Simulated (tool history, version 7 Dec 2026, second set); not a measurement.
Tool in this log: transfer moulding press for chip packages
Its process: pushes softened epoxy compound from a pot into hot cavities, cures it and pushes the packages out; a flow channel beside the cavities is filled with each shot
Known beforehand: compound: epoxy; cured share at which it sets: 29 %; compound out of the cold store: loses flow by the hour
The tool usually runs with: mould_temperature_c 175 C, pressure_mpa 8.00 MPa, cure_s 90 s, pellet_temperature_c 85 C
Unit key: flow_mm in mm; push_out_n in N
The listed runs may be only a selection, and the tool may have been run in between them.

run   hour  mould_temperature_c  pressure_mpa  cure_s  pellet_temperature_c  incoming compound's hours out of the cold store  flow_mm  push_out_n
  1    0.0                  175          8.00      90                    85                                             25.3      630         361
  2    9.6                  175          8.00      90                    85                                             15.9      651         404
      20.0  -- cavities cleaned with cleaning compound and waxed
  3   23.7                  175          8.00      90                    85                                             33.6      594         301
  4   35.8                  169          8.00      90                    85                                             17.2      658         572
  5   47.8                  169          8.00      90                    85                                             24.1      637         596
      60.1  -- cavities cleaned with cleaning compound and waxed
  6   64.1                  169          8.00      90                    85                                             46.5      572         448
  7   80.2                  175          8.00      90                    85                                             37.3      585         361
      83.3  -- mould's thermocouples calibrated
  8   95.0                  175          8.00      90                    85                                             30.6      608         387
     103.0  -- cavities cleaned with cleaning compound and waxed
  9  111.1                  175          8.00      90                    85                                             37.6      580         327
 10  120.0                  175          8.00      90                    85                                             16.4      633         386
     133.2  -- mould's thermocouples calibrated, once more
 11  135.1                  175          8.00      90                    85                                             47.1      554         368
     146.0  -- cavities cleaned with cleaning compound and waxed
 12  148.6                  176          7.19      83                    85                                             44.9      525         335
     162.9  -- plunger's sealing rings changed
 13  163.2                  180          9.21     108                    80                                             19.2      721         282
 14  172.5                  180          9.21     108                    80                                             44.6      649         298
 15  182.3                  180          9.21     108                    80                                             25.2      696         324
     189.7  -- cavities cleaned with cleaning compound and waxed
 16  193.7                  175          9.40     128                    84                                             24.5      712         237
 17  204.2                  176          8.61     116                    93                                             44.8      631         276
 18  217.7                  176          7.54     116                    93                                             22.5      638         293
     229.5  -- cavities cleaned with cleaning compound and waxed
 19  229.5                  176          7.54     116                    93                                             39.4      595         240
 20  246.0                  176          6.46     117                    83                                             22.5      594         271

What if the next run were any one of these 4? Each begins from the tool's condition after run 20:
  A  262.8                  175          8.77      90                    81                                             39.7        ?           ?
  B  262.8                  169          7.87     117                    83                                             45.1        ?           ?
  C  262.8                  182          9.11     100                    83                                             20.7        ?           ?
  D  262.8                  175          9.45     117                    83                                             43.4        ?           ?

run  flow_mm  push_out_n
  A      649         393
  B      604         346
  C      697         313
  D      655         306
Without the tool's hidden state the same runs would have given:
run  flow_mm  push_out_n
  A      662         297
  B      617         258
  C      711         232
  D      668         224
